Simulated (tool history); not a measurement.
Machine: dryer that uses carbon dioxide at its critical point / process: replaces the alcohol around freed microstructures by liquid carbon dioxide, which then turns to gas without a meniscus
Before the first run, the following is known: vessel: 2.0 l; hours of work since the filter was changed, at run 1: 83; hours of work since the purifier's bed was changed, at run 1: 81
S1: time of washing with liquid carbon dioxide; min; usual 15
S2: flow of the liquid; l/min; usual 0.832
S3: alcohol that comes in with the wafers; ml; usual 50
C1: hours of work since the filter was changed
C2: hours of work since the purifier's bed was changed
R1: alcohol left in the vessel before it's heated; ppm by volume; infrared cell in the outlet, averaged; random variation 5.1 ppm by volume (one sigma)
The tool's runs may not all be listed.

run 1 day=0.000 | S1=15 S2=0.832 S3=50 | C1=83 C2=81 | R1=75
run 2 day=1.200 | S1=15 S2=0.832 S3=50 | C1=92 C2=90 | R1=83
run 3 day=1.967 | S1=19 S2=0.832 S3=50 | C1=98 C2=95 | R1=23
run 4 day=2.588 | S1=15 S2=0.832 S3=50 | C1=102 C2=100 | R1=75
run 5 day=3.592 | S1=15 S2=0.832 S3=50 | C1=110 C2=107 | R1=83
run 6 day=4.429 | S1=15 S2=0.832 S3=50 | C1=116 C2=114 | R1=74
run 7 day=5.704 | S1=15 S2=0.832 S3=50 | C1=125 C2=123 | R1=81
run 8 day=6.492 | S1=21 S2=0.832 S3=50 | C1=131 C2=129 | R1=22
run 9 day=7.233 | S1=15 S2=0.832 S3=50 | C1=136 C2=134 | R1=80
run 10 day=8.125 | S1=15 S2=0.832 S3=50 | C1=143 C2=141 | R1=87
run 11 day=9.208 | S1=15 S2=0.832 S3=50 | C1=151 C2=149 | R1=90
run 12 day=10.433 | S1=15 S2=0.832 S3=50 | C1=160 C2=158 | R1=81
run 13 day=11.492 | S1=15 S2=0.832 S3=50 | C1=168 C2=166 | R1=90
run 14 day=12.008 | S1=15 S2=0.832 S3=58 | C1=172 C2=170 | R1=103
run 15 day=12.792 | S1=15 S2=0.832 S3=58 | C1=177 C2=175 | R1=101
run 16 day=13.996 | S1=15 S2=0.832 S3=50 | C1=186 C2=184 | R1=87
run 17 day=14.600 | S1=15 S2=0.832 S3=50 | C1=191 C2=189 | R1=91
run 18 day=15.317 | S1=18 S2=1.077 S3=69 | C1=196 C2=194 | R1=2
run 19 day=16.454 | S1=10 S2=0.832 S3=61 | C1=204 C2=202 | R1=685
run 20 day=17.275 | S1=24 S2=0.832 S3=50 | C1=211 C2=208 | R1=9
run 21 day=18.375 | S1=24 S2=0.832 S3=50 | C1=219 C2=216 | R1=19
run 22 day=19.529 | S1=15 S2=0.554 S3=32 | C1=227 C2=225 | R1=426
run 23 day=20.425 | S1=15 S2=0.522 S3=30 | C1=234 C2=232 | R1=503
run 24 day=21.442 | S1=21 S2=0.738 S3=42 | C1=241 C2=239 | R1=35
run 25 day=22.404 | S1=21 S2=0.738 S3=42 | C1=248 C2=246 | R1=31
run 26 day=23.629 | S1=21 S2=0.738 S3=42 | C1=257 C2=255 | R1=34
run 27 day=24.662 | S1=10 S2=0.738 S3=96 | C1=265 C2=263 | R1=1733
run 28 day=25.696 | S1=10 S2=0.902 S3=112 | C1=273 C2=271 | R1=914
run 29 day=26.638 | S1=10 S2=0.705 S3=39 | C1=280 C2=277 | R1=860
run 30 day=27.883 | S1=10 S2=1.301 S3=73 | C1=289 C2=287 | R1=99
run 31 day=28.442 | S1=23 S2=0.561 S3=86 | C1=293 C2=291 | R1=172
run 32 day=29.162 | S1=23 S2=1.096 S3=82 | C1=298 C2=296 | R1=13
run 33 day=30.146 | S1=16 S2=0.503 S3=37 | C1=305 C2=303 | R1=607
run 34 day=30.817 | S1=18 S2=0.684 S3=60 | C1=310 C2=308 | R1=146

Alternative continuations, all from the tool just after run 34; predict every row:
run A day=31.529 | S1=18 S2=0.738 S3=60 | C1=316 C2=314 | R1=?
run B day=31.529 | S1=19 S2=1.234 S3=60 | C1=316 C2=314 | R1=?
run C day=31.529 | S1=18 S2=0.986 S3=60 | C1=316 C2=314 | R1=?
run D day=31.529 | S1=14 S2=0.623 S3=50 | C1=316 C2=314 | R1=?
run E day=31.529 | S1=10 S2=0.832 S3=50 | C1=316 C2=314 | R1=?

run=A R1=103
run=B R1=17
run=C R1=29
run=D R1=577
run=E R1=624
Had the tool no hidden state, the same runs would have come out as:
run=A R1=59
run=B R1=6
run=C R1=13
run=D R1=407
run=E R1=446
